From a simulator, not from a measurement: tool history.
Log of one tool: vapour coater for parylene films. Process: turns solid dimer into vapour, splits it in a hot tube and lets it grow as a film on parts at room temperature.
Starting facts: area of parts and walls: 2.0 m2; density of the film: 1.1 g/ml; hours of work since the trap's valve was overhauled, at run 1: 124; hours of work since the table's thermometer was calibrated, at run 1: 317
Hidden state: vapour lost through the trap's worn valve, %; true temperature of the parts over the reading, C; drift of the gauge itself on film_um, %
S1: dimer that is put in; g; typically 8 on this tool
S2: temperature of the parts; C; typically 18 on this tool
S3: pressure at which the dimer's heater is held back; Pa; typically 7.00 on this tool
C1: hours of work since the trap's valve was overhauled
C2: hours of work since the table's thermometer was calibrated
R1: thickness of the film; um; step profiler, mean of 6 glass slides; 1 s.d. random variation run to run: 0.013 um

| run | hour | S1 | S2 | S3 | C1 | C2 | R1 |
|---|---|---|---|---|---|---|---|
| 1 | 0.0 | 8 | 18 | 7.00 | 124 | 317 | 2.33 |
| 2 | 17.8 | 8 | 18 | 7.00 | 137 | 330 | 2.33 |
| 3 | 42.8 | 8 | 18 | 7.00 | 157 | 350 | 2.32 |
| 4 | 56.8 | 8 | 18 | 7.00 | 168 | 361 | 2.32 |
| 5 | 80.6 | 8 | 18 | 7.00 | 186 | 379 | 2.31 |
|  | 110.3 | trap's valve overhauled |
| 6 | 111.4 | 4 | 18 | 7.00 | 1 | 400 | 1.20 |
| 7 | 140.6 | 4 | 18 | 7.00 | 23 | 422 | 1.21 |
| 8 | 162.5 | 8 | 18 | 4.41 | 40 | 439 | 2.56 |
| 9 | 175.5 | 8 | 18 | 7.00 | 50 | 449 | 2.40 |
| 10 | 204.4 | 8 | 18 | 7.00 | 73 | 471 | 2.36 |
| 11 | 225.7 | 8 | 18 | 7.00 | 89 | 488 | 2.36 |
| 12 | 245.2 | 8 | 18 | 7.00 | 104 | 503 | 2.38 |
| 13 | 270.5 | 8 | 18 | 7.00 | 124 | 522 | 2.35 |
| 14 | 286.9 | 8 | 18 | 7.00 | 136 | 535 | 2.35 |
| 15 | 317.9 | 8 | 18 | 7.00 | 160 | 559 | 2.35 |
| 16 | 344.6 | 8 | 18 | 7.00 | 181 | 579 | 2.34 |
| 17 | 371.6 | 8 | 18 | 7.00 | 202 | 600 | 2.33 |
|  | 381.3 | trap's valve overhauled |
| 18 | 393.5 | 7 | 18 | 7.00 | 9 | 614 | 2.10 |
| 19 | 407.4 | 7 | 18 | 7.00 | 20 | 625 | 2.12 |
| 20 | 425.2 | 7 | 18 | 7.00 | 34 | 639 | 2.11 |
| 21 | 447.2 | 7 | 18 | 7.00 | 51 | 656 | 2.06 |
| 22 | 472.7 | 8 | 18 | 7.00 | 71 | 675 | 2.39 |
| 23 | 499.8 | 8 | 18 | 7.00 | 91 | 696 | 2.38 |
| 24 | 514.8 | 8 | 18 | 7.00 | 103 | 708 | 2.35 |
| 25 | 534.3 | 8 | 15 | 8.13 | 118 | 723 | 2.51 |
| 26 | 566.0 | 8 | 11 | 8.37 | 143 | 747 | 2.75 |
| 27 | 582.9 | 8 | 12 | 4.43 | 156 | 760 | 2.95 |
| 28 | 597.9 | 5 | 12 | 4.43 | 167 | 772 | 1.86 |
| 29 | 614.1 | 11 | 22 | 8.67 | 180 | 784 | 2.82 |
| 30 | 644.0 | 3 | 18 | 2.31 | 203 | 807 | 1.03 |
|  | 653.2 | trap's valve overhauled |
| 31 | 667.8 | 3 | 14 | 3.32 | 11 | 823 | 1.12 |
| 32 | 682.3 | 3 | 14 | 3.32 | 22 | 834 | 1.13 |
| 33 | 698.6 | 9 | 13 | 3.32 | 35 | 846 | 3.48 |
| 34 | 729.1 | 14 | 12 | 2.60 | 59 | 870 | 5.75 |
| 35 | 750.4 | 14 | 12 | 2.60 | 75 | 886 | 5.75 |
| 36 | 781.2 | 14 | 12 | 2.60 | 99 | 910 | 5.73 |
| 37 | 811.4 | 7 | 15 | 5.32 | 122 | 933 | 2.38 |
| 38 | 839.7 | 6 | 17 | 4.35 | 144 | 955 | 1.98 |
| 39 | 862.3 | 6 | 17 | 4.35 | 161 | 973 | 1.96 |
| 40 | 889.2 | 6 | 17 | 4.35 | 182 | 993 | 1.96 |
| 41 | 903.9 | 8 | 14 | 7.00 | 193 | 1005 | 2.63 |
|  | 924.8 | trap's valve overhauled |
| 42 | 927.2 | 6 | 30 | 4.80 | 2 | 1020 | 1.41 |
| 43 | 940.9 | 6 | 30 | 6.26 | 12 | 1030 | 1.35 |
| 44 | 964.8 | 10 | 18 | 7.00 | 31 | 1049 | 3.04 |
| 45 | 991.0 | 10 | 18 | 7.00 | 51 | 1069 | 3.02 |

Hidden condition of the tool, last listed run before each entry between runs versus first listed run after:
Between runs 5 and 6: trap's valve overhauled (hour 110.3)
  vapour lost through the trap's worn valve, %: 4.8 -> 0.1; true temperature of the parts over the reading, C: -0.43 -> -0.45
  measured less the result without the state, R1: -0.09 -> +0.02 um
Between runs 17 and 18: trap's valve overhauled (hour 381.3)
  vapour lost through the trap's worn valve, %: 4.3 -> 1; true temperature of the parts over the reading, C: -0.67 -> -0.68
  measured less the result without the state, R1: -0.06 -> +0.01 um
Between runs 30 and 31: trap's valve overhauled (hour 653.2)
  vapour lost through the trap's worn valve, %: 5 -> 0.3; true temperature of the parts over the reading, C: -0.88 -> -0.9
  measured less the result without the state, R1: -0.03 -> +0.03 um
Between runs 41 and 42: trap's valve overhauled (hour 924.8)
  vapour lost through the trap's worn valve, %: 4 -> 0.1; true temperature of the parts over the reading, C: -1.09 -> -1.1
  measured less the result without the state, R1: -0.03 -> +0.04 um
